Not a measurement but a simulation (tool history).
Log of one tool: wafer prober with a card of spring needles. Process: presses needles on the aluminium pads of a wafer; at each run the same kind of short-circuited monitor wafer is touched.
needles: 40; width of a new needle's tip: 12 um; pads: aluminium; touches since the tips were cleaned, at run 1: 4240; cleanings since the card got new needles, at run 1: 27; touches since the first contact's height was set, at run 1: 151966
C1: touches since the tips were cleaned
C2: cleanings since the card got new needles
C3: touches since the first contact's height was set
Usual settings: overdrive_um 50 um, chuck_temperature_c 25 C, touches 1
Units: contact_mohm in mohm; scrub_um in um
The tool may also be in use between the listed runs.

run 1 hour=0.0 | overdrive_um=50 chuck_temperature_c=25 touches=1 | C1=4240 C2=27 C3=151966 | contact_mohm=171 scrub_um=10.73
-- hour=3.3 tips cleaned on abrasive film
-- hour=18.2 tips cleaned on abrasive film
-- hour=33.6 tips cleaned on abrasive film
-- hour=49.1 tips cleaned on abrasive film
run 2 hour=54.3 | overdrive_um=50 chuck_temperature_c=25 touches=1 | C1=1873 C2=31 C3=171329 | contact_mohm=170 scrub_um=10.88
-- hour=63.8 tips cleaned on abrasive film
-- hour=79.1 tips cleaned on abrasive film
-- hour=92.7 tips cleaned on abrasive film
run 3 hour=92.7 | overdrive_um=50 chuck_temperature_c=25 touches=1 | C1=0 C2=34 C3=185014 | contact_mohm=172 scrub_um=10.85
-- hour=107.3 tips cleaned on abrasive film
-- hour=122.9 tips cleaned on abrasive film
-- hour=139.0 tips cleaned on abrasive film
run 4 hour=142.8 | overdrive_um=44 chuck_temperature_c=25 touches=1 | C1=1345 C2=37 C3=202875 | contact_mohm=173 scrub_um=9.65
-- hour=152.5 tips cleaned on abrasive film
-- hour=168.6 tips cleaned on abrasive film
run 5 hour=179.2 | overdrive_um=44 chuck_temperature_c=25 touches=1 | C1=3785 C2=39 C3=215882 | contact_mohm=173 scrub_um=9.65
-- hour=182.5 tips cleaned on abrasive film
-- hour=197.5 tips cleaned on abrasive film
-- hour=200.9 height of the first contact set anew
run 6 hour=209.0 | overdrive_um=44 chuck_temperature_c=93 touches=1 | C1=4024 C2=41 C3=2904 | contact_mohm=188 scrub_um=9.51
-- hour=212.3 tips cleaned on abrasive film
-- hour=225.3 tips cleaned on abrasive film
-- hour=240.9 tips cleaned on abrasive film
-- hour=256.0 tips cleaned on abrasive film
run 7 hour=265.4 | overdrive_um=44 chuck_temperature_c=93 touches=1 | C1=3376 C2=45 C3=23003 | contact_mohm=191 scrub_um=9.66
-- hour=270.8 tips cleaned on abrasive film
-- hour=286.1 tips cleaned on abrasive film
-- hour=301.3 tips cleaned on abrasive film
run 8 hour=309.4 | overdrive_um=50 chuck_temperature_c=25 touches=1 | C1=2914 C2=48 C3=38720 | contact_mohm=170 scrub_um=10.90
-- hour=314.9 tips cleaned on abrasive film
-- hour=330.8 tips cleaned on abrasive film
-- hour=346.2 tips cleaned on abrasive film
-- hour=359.1 tips cleaned on abrasive film
run 9 hour=362.7 | overdrive_um=50 chuck_temperature_c=25 touches=1 | C1=1270 C2=52 C3=57694 | contact_mohm=170 scrub_um=10.84
-- hour=372.4 tips cleaned on abrasive film
-- hour=388.1 tips cleaned on abrasive film
run 10 hour=396.5 | overdrive_um=50 chuck_temperature_c=25 touches=1 | C1=3031 C2=54 C3=69785 | contact_mohm=168 scrub_um=10.94
-- hour=402.5 tips cleaned on abrasive film
-- hour=418.2 tips cleaned on abrasive film
run 11 hour=421.5 | overdrive_um=50 chuck_temperature_c=25 touches=1 | C1=1189 C2=56 C3=78693 | contact_mohm=169 scrub_um=10.93
-- hour=434.4 tips cleaned on abrasive film
-- hour=450.5 tips cleaned on abrasive film
-- hour=465.8 tips cleaned on abrasive film
run 12 hour=468.3 | overdrive_um=50 chuck_temperature_c=25 touches=1 | C1=883 C2=59 C3=95377 | contact_mohm=170 scrub_um=10.84
-- hour=480.5 tips cleaned on abrasive film
-- hour=495.0 tips cleaned on abrasive film
-- hour=509.4 tips cleaned on abrasive film
run 13 hour=509.4 | overdrive_um=50 chuck_temperature_c=115 touches=1 | C1=0 C2=62 C3=110038 | contact_mohm=191 scrub_um=10.88
-- hour=524.9 tips cleaned on abrasive film
-- hour=540.9 tips cleaned on abrasive film
run 14 hour=543.3 | overdrive_um=50 chuck_temperature_c=75 touches=1 | C1=868 C2=64 C3=122133 | contact_mohm=181 scrub_um=10.76
-- hour=555.6 tips cleaned on abrasive film
-- hour=571.6 tips cleaned on abrasive film
-- hour=587.2 tips cleaned on abrasive film
run 15 hour=587.2 | overdrive_um=50 chuck_temperature_c=115 touches=3 | C1=0 C2=67 C3=137777 | contact_mohm=190 scrub_um=10.98
-- hour=603.3 tips cleaned on abrasive film
-- hour=618.6 tips cleaned on abrasive film
run 16 hour=624.9 | overdrive_um=50 chuck_temperature_c=120 touches=1 | C1=2270 C2=69 C3=151267 | contact_mohm=188 scrub_um=10.85
-- hour=634.3 tips cleaned on abrasive film
-- hour=648.7 tips cleaned on abrasive film
-- hour=664.9 tips cleaned on abrasive film
run 17 hour=666.1 | overdrive_um=39 chuck_temperature_c=84 touches=3 | C1=424 C2=72 C3=165937 | contact_mohm=191 scrub_um=8.47
-- hour=680.6 tips cleaned on abrasive film
-- hour=695.5 tips cleaned on abrasive film
-- hour=709.9 tips cleaned on abrasive film
run 18 hour=719.4 | overdrive_um=66 chuck_temperature_c=29 touches=1 | C1=3401 C2=75 C3=184968 | contact_mohm=167 scrub_um=14.40
-- hour=725.6 tips cleaned on abrasive film
-- hour=740.7 tips cleaned on abrasive film
run 19 hour=752.6 | overdrive_um=66 chuck_temperature_c=29 touches=1 | C1=4262 C2=77 C3=196826 | contact_mohm=164 scrub_um=14.13
-- hour=755.9 tips cleaned on abrasive film
-- hour=770.6 tips cleaned on abrasive film
run 20 hour=779.4 | overdrive_um=66 chuck_temperature_c=29 touches=1 | C1=3141 C2=79 C3=206367 | contact_mohm=166 scrub_um=14.23
-- hour=785.3 tips cleaned on abrasive film
-- hour=800.8 tips cleaned on abrasive film
run 21 hour=810.0 | overdrive_um=66 chuck_temperature_c=29 touches=1 | C1=3310 C2=81 C3=217290 | contact_mohm=162 scrub_um=14.16
-- hour=816.2 tips cleaned on abrasive film
-- hour=829.1 height of the first contact set anew
-- hour=832.4 tips cleaned on abrasive film
-- hour=845.3 tips cleaned on abrasive film
run 22 hour=857.0 | overdrive_um=41 chuck_temperature_c=92 touches=1 | C1=4169 C2=84 C3=9934 | contact_mohm=187 scrub_um=8.81
-- hour=860.0 tips cleaned on abrasive film
-- hour=876.1 tips cleaned on abrasive film
-- hour=891.0 tips cleaned on abrasive film
run 23 hour=891.4 | overdrive_um=50 chuck_temperature_c=29 touches=1 | C1=129 C2=87 C3=22189 | contact_mohm=171 scrub_um=10.71
-- hour=904.2 tips cleaned on abrasive film
-- hour=919.8 tips cleaned on abrasive film
run 24 hour=925.2 | overdrive_um=50 chuck_temperature_c=29 touches=1 | C1=1960 C2=89 C3=34270 | contact_mohm=175 scrub_um=10.61
-- hour=935.0 tips cleaned on abrasive film
-- hour=950.4 tips cleaned on abrasive film
run 25 hour=960.6 | overdrive_um=61 chuck_temperature_c=25 touches=2 | C1=3663 C2=91 C3=46892 | contact_mohm=168 scrub_um=13.28
-- hour=963.9 tips cleaned on abrasive film
-- hour=979.4 tips cleaned on abrasive film
-- hour=994.7 tips cleaned on abrasive film
run 26 hour=998.8 | overdrive_um=38 chuck_temperature_c=74 touches=2 | C1=1444 C2=94 C3=60498 | contact_mohm=186 scrub_um=8.21
-- hour=1008.5 tips cleaned on abrasive film
-- hour=1023.0 tips cleaned on abrasive film
run 27 hour=1034.3 | overdrive_um=51 chuck_temperature_c=25 touches=1 | C1=4044 C2=96 C3=73183 | contact_mohm=173 scrub_um=11.06
-- hour=1037.2 tips cleaned on abrasive film
-- hour=1050.1 tips cleaned on abrasive film
-- hour=1065.4 tips cleaned on abrasive film
run 28 hour=1066.8 | overdrive_um=63 chuck_temperature_c=36 touches=1 | C1=493 C2=99 C3=84747 | contact_mohm=168 scrub_um=13.62

4 ways to go on from here, each from the tool as it stands after run 28. What would each give?
-- hour=1079.5 tips cleaned on abrasive film
-- hour=1095.0 tips cleaned on abrasive film
-- hour=1107.9 tips cleaned on abrasive film
run A hour=1118.1 | overdrive_um=68 chuck_temperature_c=48 touches=2 | C1=3655 C2=102 C3=103071 | contact_mohm=? scrub_um=?
-- hour=1079.5 tips cleaned on abrasive film
-- hour=1095.0 tips cleaned on abrasive film
-- hour=1107.9 tips cleaned on abrasive film
run B hour=1118.1 | overdrive_um=50 chuck_temperature_c=25 touches=1 | C1=3655 C2=102 C3=103071 | contact_mohm=? scrub_um=?
-- hour=1079.5 tips cleaned on abrasive film
-- hour=1095.0 tips cleaned on abrasive film
-- hour=1107.9 tips cleaned on abrasive film
run C hour=1118.1 | overdrive_um=63 chuck_temperature_c=96 touches=1 | C1=3655 C2=102 C3=103071 | contact_mohm=? scrub_um=?
-- hour=1079.5 tips cleaned on abrasive film
-- hour=1095.0 tips cleaned on abrasive film
-- hour=1107.9 tips cleaned on abrasive film
run D hour=1118.1 | overdrive_um=64 chuck_temperature_c=31 touches=1 | C1=3655 C2=102 C3=103071 | contact_mohm=? scrub_um=?

run=A contact_mohm=171 scrub_um=14.77
run=B contact_mohm=171 scrub_um=10.76
run=C contact_mohm=178 scrub_um=13.62
run=D contact_mohm=167 scrub_um=13.90
Without the tool's hidden state the same runs would have given:
run=A contact_mohm=171 scrub_um=14.77
run=B contact_mohm=171 scrub_um=10.76
run=C contact_mohm=177 scrub_um=13.62
run=D contact_mohm=167 scrub_um=13.90

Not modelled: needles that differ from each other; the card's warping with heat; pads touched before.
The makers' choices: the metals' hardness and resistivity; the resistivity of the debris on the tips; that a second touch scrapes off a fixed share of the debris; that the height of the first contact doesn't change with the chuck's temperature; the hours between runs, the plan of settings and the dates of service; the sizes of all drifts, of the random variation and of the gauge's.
